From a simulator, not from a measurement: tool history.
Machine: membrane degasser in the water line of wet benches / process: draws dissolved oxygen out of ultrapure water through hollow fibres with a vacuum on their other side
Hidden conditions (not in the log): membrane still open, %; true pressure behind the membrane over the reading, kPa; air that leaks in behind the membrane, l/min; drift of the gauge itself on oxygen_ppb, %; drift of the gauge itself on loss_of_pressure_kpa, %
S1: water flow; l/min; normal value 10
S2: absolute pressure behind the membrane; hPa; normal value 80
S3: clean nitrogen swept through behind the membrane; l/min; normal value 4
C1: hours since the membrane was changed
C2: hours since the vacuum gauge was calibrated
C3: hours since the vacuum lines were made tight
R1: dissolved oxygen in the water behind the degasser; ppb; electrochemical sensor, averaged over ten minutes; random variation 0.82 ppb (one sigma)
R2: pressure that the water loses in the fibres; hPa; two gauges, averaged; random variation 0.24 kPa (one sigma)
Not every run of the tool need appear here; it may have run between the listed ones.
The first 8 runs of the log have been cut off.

{"run": 9, "day": 34.212, "S1": 10, "S2": 122, "S3": 4, "C1": 4931, "C2": 2535, "C3": 4513, "R1": 101.4, "R2": 606.3}
{"run": 10, "day": 38.812, "S1": 10, "S2": 122, "S3": 4, "C1": 5041, "C2": 2646, "C3": 4624, "R1": 101.1, "R2": 613.2}
{"run": 11, "day": 44.117, "S1": 10, "S2": 122, "S3": 4, "C1": 5168, "C2": 2773, "C3": 4751, "R1": 102.6, "R2": 609.2}
{"run": 12, "day": 48.588, "S1": 8, "S2": 122, "S3": 4, "C1": 5276, "C2": 2881, "C3": 4858, "R1": 63.7, "R2": 485.5}
{"run": 13, "day": 54.379, "S1": 10, "S2": 80, "S3": 9.38, "C1": 5415, "C2": 3019, "C3": 4997, "R1": 60.1, "R2": 608.4}
{"run": 14, "day": 57.546, "S1": 10, "S2": 80, "S3": 2.86, "C1": 5491, "C2": 3095, "C3": 5073, "R1": 88.8, "R2": 609}
{"run": 15, "day": 60.308, "S1": 10, "S2": 80, "S3": 2.86, "C1": 5557, "C2": 3162, "C3": 5140, "R1": 88, "R2": 610.5}
{"run": 16, "day": 66.204, "S1": 10, "S2": 80, "S3": 4, "C1": 5698, "C2": 3303, "C3": 5281, "R1": 77, "R2": 605.8}
{"run": 17, "day": 70.621, "S1": 16, "S2": 80, "S3": 4, "C1": 5804, "C2": 3409, "C3": 5387, "R1": 256.5, "R2": 971}
{"run": 18, "day": 75.646, "S1": 16, "S2": 80, "S3": 4, "C1": 5925, "C2": 3530, "C3": 5508, "R1": 258, "R2": 969.9}
{"run": 19, "day": 80.238, "S1": 16, "S2": 80, "S3": 8.76, "C1": 6035, "C2": 3640, "C3": 5618, "R1": 230.9, "R2": 976.2}

Predict the results of run 20:
{"run": 20, "day": 85.162, "S1": 10, "S2": 80, "S3": 1.83, "C1": 6153, "C2": 3758, "C3": 5736, "R1": "?", "R2": "?"}

Run 20 measured R1 108.9 ppb, R2 606.4 hPa.
With no hidden state in the tool, this same run would have given R1 108.8 ppb, R2 614.1 hPa.

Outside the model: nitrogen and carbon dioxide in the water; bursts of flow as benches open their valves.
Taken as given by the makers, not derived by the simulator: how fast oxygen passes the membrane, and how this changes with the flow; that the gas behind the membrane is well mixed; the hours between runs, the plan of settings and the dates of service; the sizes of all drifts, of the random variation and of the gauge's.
